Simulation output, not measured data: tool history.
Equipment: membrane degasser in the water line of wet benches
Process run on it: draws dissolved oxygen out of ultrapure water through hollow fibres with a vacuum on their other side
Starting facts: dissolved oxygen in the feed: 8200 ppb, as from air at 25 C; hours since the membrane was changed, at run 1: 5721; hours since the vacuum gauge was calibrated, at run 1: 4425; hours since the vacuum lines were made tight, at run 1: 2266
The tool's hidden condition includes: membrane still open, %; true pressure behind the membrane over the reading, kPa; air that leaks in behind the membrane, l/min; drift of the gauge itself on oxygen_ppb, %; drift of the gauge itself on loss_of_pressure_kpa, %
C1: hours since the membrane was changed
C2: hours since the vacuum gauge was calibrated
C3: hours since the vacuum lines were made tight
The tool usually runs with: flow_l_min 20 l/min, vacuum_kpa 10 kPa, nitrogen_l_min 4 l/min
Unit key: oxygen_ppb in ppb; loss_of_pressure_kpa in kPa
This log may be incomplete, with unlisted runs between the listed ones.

{"run": 1, "day": 0.0, "flow_l_min": 20, "vacuum_kpa": 10, "nitrogen_l_min": 4, "C1": 5721, "C2": 4425, "C3": 2266, "oxygen_ppb": 111.8, "loss_of_pressure_kpa": 72.89}
{"run": 2, "day": 6.588, "flow_l_min": 20, "vacuum_kpa": 10, "nitrogen_l_min": 4, "C1": 5880, "C2": 4584, "C3": 2424, "oxygen_ppb": 111.1, "loss_of_pressure_kpa": 72.53}
{"run": 3, "day": 13.192, "flow_l_min": 20, "vacuum_kpa": 15.8, "nitrogen_l_min": 4, "C1": 6038, "C2": 4742, "C3": 2582, "oxygen_ppb": 178.4, "loss_of_pressure_kpa": 73.08}
{"day": 19.504, "done": "vacuum gauge calibrated"}
{"run": 4, "day": 20.192, "flow_l_min": 20, "vacuum_kpa": 15.8, "nitrogen_l_min": 4, "C1": 6205, "C2": 17, "C3": 2750, "oxygen_ppb": 184.8, "loss_of_pressure_kpa": 73.1}
{"run": 5, "day": 23.233, "flow_l_min": 20, "vacuum_kpa": 15.8, "nitrogen_l_min": 4, "C1": 6278, "C2": 90, "C3": 2823, "oxygen_ppb": 184, "loss_of_pressure_kpa": 73.46}
{"day": 24.279, "done": "seals of the vacuum lines changed"}
{"run": 6, "day": 28.567, "flow_l_min": 20, "vacuum_kpa": 15.8, "nitrogen_l_min": 4, "C1": 6405, "C2": 216, "C3": 103, "oxygen_ppb": 183.8, "loss_of_pressure_kpa": 73.19}
{"run": 7, "day": 33.846, "flow_l_min": 20, "vacuum_kpa": 15.8, "nitrogen_l_min": 4, "C1": 6531, "C2": 342, "C3": 230, "oxygen_ppb": 181.6, "loss_of_pressure_kpa": 73.92}
{"run": 8, "day": 38.8, "flow_l_min": 20, "vacuum_kpa": 10, "nitrogen_l_min": 4, "C1": 6650, "C2": 461, "C3": 348, "oxygen_ppb": 112.4, "loss_of_pressure_kpa": 73.69}
{"run": 9, "day": 45.292, "flow_l_min": 20, "vacuum_kpa": 10, "nitrogen_l_min": 4, "C1": 6806, "C2": 617, "C3": 504, "oxygen_ppb": 113.3, "loss_of_pressure_kpa": 74.61}
{"run": 10, "day": 52.354, "flow_l_min": 20, "vacuum_kpa": 10, "nitrogen_l_min": 4, "C1": 6975, "C2": 786, "C3": 674, "oxygen_ppb": 113.4, "loss_of_pressure_kpa": 73.96}
{"day": 53.438, "done": "vacuum gauge calibrated, once more"}
{"run": 11, "day": 57.312, "flow_l_min": 20, "vacuum_kpa": 10, "nitrogen_l_min": 4, "C1": 7094, "C2": 93, "C3": 792, "oxygen_ppb": 111.5, "loss_of_pressure_kpa": 74.14}
{"run": 12, "day": 62.033, "flow_l_min": 20, "vacuum_kpa": 10, "nitrogen_l_min": 4, "C1": 7207, "C2": 206, "C3": 906, "oxygen_ppb": 114, "loss_of_pressure_kpa": 74.51}
{"run": 13, "day": 67.992, "flow_l_min": 20, "vacuum_kpa": 10, "nitrogen_l_min": 4, "C1": 7350, "C2": 349, "C3": 1049, "oxygen_ppb": 115.1, "loss_of_pressure_kpa": 74.87}
{"run": 14, "day": 71.296, "flow_l_min": 20, "vacuum_kpa": 10, "nitrogen_l_min": 4, "C1": 7429, "C2": 429, "C3": 1128, "oxygen_ppb": 113.7, "loss_of_pressure_kpa": 75.15}
{"run": 15, "day": 75.9, "flow_l_min": 20, "vacuum_kpa": 12.2, "nitrogen_l_min": 4, "C1": 7540, "C2": 539, "C3": 1238, "oxygen_ppb": 139.6, "loss_of_pressure_kpa": 74.65}
{"run": 16, "day": 81.183, "flow_l_min": 20, "vacuum_kpa": 10, "nitrogen_l_min": 10.42, "C1": 7667, "C2": 666, "C3": 1365, "oxygen_ppb": 63.7, "loss_of_pressure_kpa": 75.1}
{"run": 17, "day": 84.2, "flow_l_min": 20, "vacuum_kpa": 10, "nitrogen_l_min": 10.42, "C1": 7739, "C2": 738, "C3": 1438, "oxygen_ppb": 62.8, "loss_of_pressure_kpa": 74.95}
{"run": 18, "day": 89.038, "flow_l_min": 14, "vacuum_kpa": 21.4, "nitrogen_l_min": 4.2, "C1": 7855, "C2": 854, "C3": 1554, "oxygen_ppb": 154.5, "loss_of_pressure_kpa": 52.81}
{"run": 19, "day": 94.271, "flow_l_min": 14, "vacuum_kpa": 21.4, "nitrogen_l_min": 4.2, "C1": 7981, "C2": 980, "C3": 1679, "oxygen_ppb": 152.4, "loss_of_pressure_kpa": 52.94}
{"run": 20, "day": 99.1, "flow_l_min": 14, "vacuum_kpa": 21.4, "nitrogen_l_min": 4.2, "C1": 8097, "C2": 1096, "C3": 1795, "oxygen_ppb": 153, "loss_of_pressure_kpa": 53.27}
{"run": 21, "day": 104.296, "flow_l_min": 14, "vacuum_kpa": 20.6, "nitrogen_l_min": 1.78, "C1": 8221, "C2": 1221, "C3": 1920, "oxygen_ppb": 320.2, "loss_of_pressure_kpa": 53.32}

Predict the results of run 22:
{"run": 22, "day": 109.988, "flow_l_min": 12, "vacuum_kpa": 9.1, "nitrogen_l_min": 1.66, "C1": 8358, "C2": 1357, "C3": 2056, "oxygen_ppb": "?", "loss_of_pressure_kpa": "?"}

For run 22 the tool returned oxygen_ppb 104.2 ppb, loss_of_pressure_kpa 45.5 kPa.
The same run, on a tool lacking any hidden state, would have yielded oxygen_ppb 100.5 ppb, loss_of_pressure_kpa 39.19 kPa.
